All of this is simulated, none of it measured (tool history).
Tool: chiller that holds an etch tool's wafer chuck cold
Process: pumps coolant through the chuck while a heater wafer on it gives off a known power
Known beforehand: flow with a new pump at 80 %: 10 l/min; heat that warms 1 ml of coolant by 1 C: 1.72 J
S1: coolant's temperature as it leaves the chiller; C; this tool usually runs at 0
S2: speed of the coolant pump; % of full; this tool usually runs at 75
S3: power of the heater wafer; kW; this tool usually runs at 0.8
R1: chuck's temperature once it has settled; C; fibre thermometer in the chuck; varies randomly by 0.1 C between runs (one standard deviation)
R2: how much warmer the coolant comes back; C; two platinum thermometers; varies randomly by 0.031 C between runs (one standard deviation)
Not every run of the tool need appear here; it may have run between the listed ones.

run	hour	S1	S2	S3	R1	R2
1	0	0	75	0.8	7.5	3.13
2	39.9	0	75	0.8	7.6	3.13
3	68.9	0	75	0.8	7.6	3.11
4	100.8	0	75	0.8	7.7	3.08
5	122.4	0	75	0.8	7.6	3.09
# hour 126.5: chiller's thermometer calibrated
6	150	0	75	0.8	7.5	3.06
7	167.5	0	75	0.8	7.5	3.06
8	192.4	0	75	0.8	7.5	3.04
9	216.9	-1	75	0.491	3.7	1.89
10	247.7	-1	75	0.954	7.9	3.69
11	281.7	-1	75	0.954	7.9	3.71

Below are 4 alternative next runs, each starting from the tool's condition after run 11. Predict each:
# hour 288.4: chiller's thermometer calibrated, once more
A	306.5	2	80	0.89	?	?
# hour 288.4: chiller's thermometer calibrated, once more
B	306.5	-5	68	0.721	?	?
# hour 288.4: chiller's thermometer calibrated, once more
C	306.5	0	75	0.724	?	?
# hour 288.4: chiller's thermometer calibrated, once more
D	306.5	4	75	0.954	?	?

run	R1	R2
A	10.1	3.2
B	2.7	3.13
C	6.8	2.82
D	13.2	3.7
Stripped of hidden state, with their random variation kept, the same runs would have yielded:
run	R1	R2
A	9.5	3.12
B	2.1	3.04
C	6.3	2.75
D	12.5	3.6
